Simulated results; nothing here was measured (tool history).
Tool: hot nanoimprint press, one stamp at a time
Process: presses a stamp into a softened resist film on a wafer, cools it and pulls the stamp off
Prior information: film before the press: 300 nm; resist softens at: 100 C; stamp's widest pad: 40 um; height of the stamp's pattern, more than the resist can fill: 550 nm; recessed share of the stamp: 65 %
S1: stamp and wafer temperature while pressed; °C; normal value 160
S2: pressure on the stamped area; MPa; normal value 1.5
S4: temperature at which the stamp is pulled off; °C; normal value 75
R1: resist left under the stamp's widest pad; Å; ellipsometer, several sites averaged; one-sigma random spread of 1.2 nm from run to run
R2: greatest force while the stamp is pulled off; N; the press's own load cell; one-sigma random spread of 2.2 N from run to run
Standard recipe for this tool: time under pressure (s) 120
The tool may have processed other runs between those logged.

run 1 hour=0 | S1=160 S2=1.5 time_under_pressure_(s)=120 S4=75 | R1=1788 R2=152
run 2 hour=37.6 | S1=160 S2=1.98 time_under_pressure_(s)=120 S4=75 | R1=1626 R2=147
run 3 hour=60.6 | S1=160 S2=0.99 time_under_pressure_(s)=120 S4=75 | R1=2010 R2=149
run 4 hour=93.7 | S1=160 S2=1.5 time_under_pressure_(s)=120 S4=73 | R1=1756 R2=152
run 5 hour=110.3 | S1=160 S2=2.11 time_under_pressure_(s)=120 S4=75 | R1=1563 R2=149
run 6 hour=145.7 | S1=160 S2=2.11 time_under_pressure_(s)=120 S4=75 | R1=1548 R2=156
run 7 hour=162.6 | S1=160 S2=1.5 time_under_pressure_(s)=120 S4=75 | R1=1761 R2=152
run 8 hour=192 | S1=160 S2=1.5 time_under_pressure_(s)=108 S4=75 | R1=1807 R2=156
run 9 hour=224.3 | S1=160 S2=1.5 time_under_pressure_(s)=120 S4=75 | R1=1739 R2=149
-- hour=252.2 stamp cleaned and given a new release coat
run 10 hour=264.4 | S1=163 S2=1.5 time_under_pressure_(s)=120 S4=75 | R1=1505 R2=133
run 11 hour=289.6 | S1=167 S2=1.5 time_under_pressure_(s)=120 S4=75 | R1=1243 R2=137
run 12 hour=315 | S1=167 S2=1.5 time_under_pressure_(s)=120 S4=75 | R1=1245 R2=138
run 13 hour=347.3 | S1=167 S2=1.5 time_under_pressure_(s)=120 S4=75 | R1=1229 R2=134
run 14 hour=372 | S1=167 S2=1.5 time_under_pressure_(s)=120 S4=75 | R1=1239 R2=139
run 15 hour=391.6 | S1=167 S2=1.5 time_under_pressure_(s)=162 S4=75 | R1=1088 R2=143
run 16 hour=412.9 | S1=167 S2=1.5 time_under_pressure_(s)=69 S4=75 | R1=1532 R2=139
run 17 hour=441.2 | S1=167 S2=1.5 time_under_pressure_(s)=145 S4=65 | R1=1143 R2=160
run 18 hour=465.7 | S1=167 S2=1.02 time_under_pressure_(s)=145 S4=65 | R1=1338 R2=160
run 19 hour=489.9 | S1=160 S2=1.91 time_under_pressure_(s)=61 S4=75 | R1=1934 R2=147
run 20 hour=506.2 | S1=160 S2=1.9 time_under_pressure_(s)=120 S4=68 | R1=1566 R2=158
run 21 hour=532.4 | S1=160 S2=1.9 time_under_pressure_(s)=120 S4=68 | R1=1567 R2=160

What will run 22 give?
run 22 hour=558.4 | S1=157 S2=2.38 time_under_pressure_(s)=173 S4=70 | R1=? R2=?

R1: 1467 Å
R2: 155 N
The same run, on a tool lacking any hidden state, would have yielded R1 1525 Å, R2 148 N.

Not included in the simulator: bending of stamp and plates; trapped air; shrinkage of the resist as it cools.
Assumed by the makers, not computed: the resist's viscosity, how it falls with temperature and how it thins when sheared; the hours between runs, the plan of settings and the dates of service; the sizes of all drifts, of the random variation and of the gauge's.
